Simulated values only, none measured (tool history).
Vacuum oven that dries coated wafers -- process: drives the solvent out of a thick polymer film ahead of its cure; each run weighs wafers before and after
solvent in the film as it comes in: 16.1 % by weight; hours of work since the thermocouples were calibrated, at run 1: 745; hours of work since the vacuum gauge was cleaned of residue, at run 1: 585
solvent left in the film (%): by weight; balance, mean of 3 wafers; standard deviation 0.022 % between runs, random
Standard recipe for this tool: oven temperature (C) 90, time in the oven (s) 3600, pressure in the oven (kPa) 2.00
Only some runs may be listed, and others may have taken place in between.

run,hour,oven temperature (C),time in the oven (s),pressure in the oven (kPa),hours of work since the thermocouples were calibrated,hours of work since the vacuum gauge was cleaned of residue,solvent left in the film (%)
1,0.0,90,3600,2.00,745,585,1.79
2,31.1,90,3600,2.00,759,598,1.77
3,66.6,90,3600,2.00,774,613,1.79
4,99.9,90,2100,2.00,788,628,3.71
5,135.1,90,2100,2.00,803,643,3.67
6,162.9,90,3120,2.00,815,654,2.19
7,192.4,86,3000,5.18,828,667,4.58
8,207.8,92,1920,1.89,834,674,3.37
9,239.9,88,4500,2.00,848,687,1.66
10,266.5,88,4500,2.00,859,699,1.65

Predict each of these 3 candidate next runs independently; none follows another, all start after run 10:
A,291.0,97,4500,1.98,870,709,?
B,291.0,90,3600,1.67,870,709,?
C,291.0,91,3120,1.21,870,709,?

run,solvent left in the film (%)
A,0.64
B,1.63
C,1.69
Without the tool's hidden state the same runs would have given:
run,solvent left in the film (%)
A,0.65
B,1.77
C,1.84
